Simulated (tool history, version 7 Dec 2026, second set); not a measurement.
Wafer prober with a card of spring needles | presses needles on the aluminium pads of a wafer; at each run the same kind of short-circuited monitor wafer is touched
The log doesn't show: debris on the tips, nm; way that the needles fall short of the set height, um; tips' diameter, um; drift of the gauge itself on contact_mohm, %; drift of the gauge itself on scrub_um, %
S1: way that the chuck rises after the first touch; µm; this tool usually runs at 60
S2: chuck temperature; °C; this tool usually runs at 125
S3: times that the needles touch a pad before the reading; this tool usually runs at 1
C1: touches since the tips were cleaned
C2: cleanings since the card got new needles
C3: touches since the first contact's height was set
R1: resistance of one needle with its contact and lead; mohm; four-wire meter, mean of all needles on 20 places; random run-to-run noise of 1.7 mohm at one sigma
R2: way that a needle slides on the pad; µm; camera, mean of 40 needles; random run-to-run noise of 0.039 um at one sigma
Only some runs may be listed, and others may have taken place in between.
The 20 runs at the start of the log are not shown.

run,hour,S1,S2,S3,C1,C2,C3,R1,R2
# hour 737.1: tips cleaned on abrasive film
# hour 773.5: tips cleaned on abrasive film
21,785.3,60,32,2,2989,74,13823,167,13.71
# hour 809.6: tips cleaned on abrasive film
22,826.1,60,32,2,4147,75,24050,169,13.76
# hour 847.3: tips cleaned on abrasive film
23,868.1,60,32,2,5223,76,34572,167,13.69
# hour 884.6: tips cleaned on abrasive film
24,895.8,60,32,2,2827,77,41526,167,13.7
# hour 923.1: tips cleaned on abrasive film
25,948.6,60,32,2,6399,78,54760,174,13.67
# hour 959.1: tips cleaned on abrasive film
26,988.7,61,53,1,7451,79,64825,189,13.84
# hour 997.1: tips cleaned on abrasive film
27,1018.9,61,53,1,5477,80,72384,188,13.81
# hour 1033.4: tips cleaned on abrasive film
28,1042.1,61,53,1,2189,81,78204,176,13.79
29,1064.7,61,53,1,7871,81,83886,188,13.78
# hour 1067.9: tips cleaned on abrasive film
# hour 1104.6: tips cleaned on abrasive film
30,1106,42,125,1,350,83,94224,200,9.39
# hour 1143.6: tips cleaned on abrasive film
31,1158.4,42,125,1,3711,84,107355,229,9.38
# hour 1178.7: tips cleaned on abrasive film
32,1182.3,42,44,2,902,85,113345,181,9.33

What if the next run were any one of these 4? Each begins from the tool's condition after run 32:
# hour 1214.5: tips cleaned on abrasive film
A,1215.7,47,125,1,316,86,121733,?,?
# hour 1214.5: tips cleaned on abrasive film
B,1215.7,54,78,3,316,86,121733,?,?
# hour 1214.5: tips cleaned on abrasive film
C,1215.7,67,44,3,316,86,121733,?,?
# hour 1214.5: tips cleaned on abrasive film
D,1215.7,60,125,2,316,86,121733,?,?

run,R1,R2
A,193,10.48
B,169,12.06
C,154,15.1
D,180,13.44
Take away the tool's hidden state, keep each run's random variation, and the runs would have read:
run,R1,R2
A,176,10.77
B,161,12.35
C,148,15.38
D,171,13.72
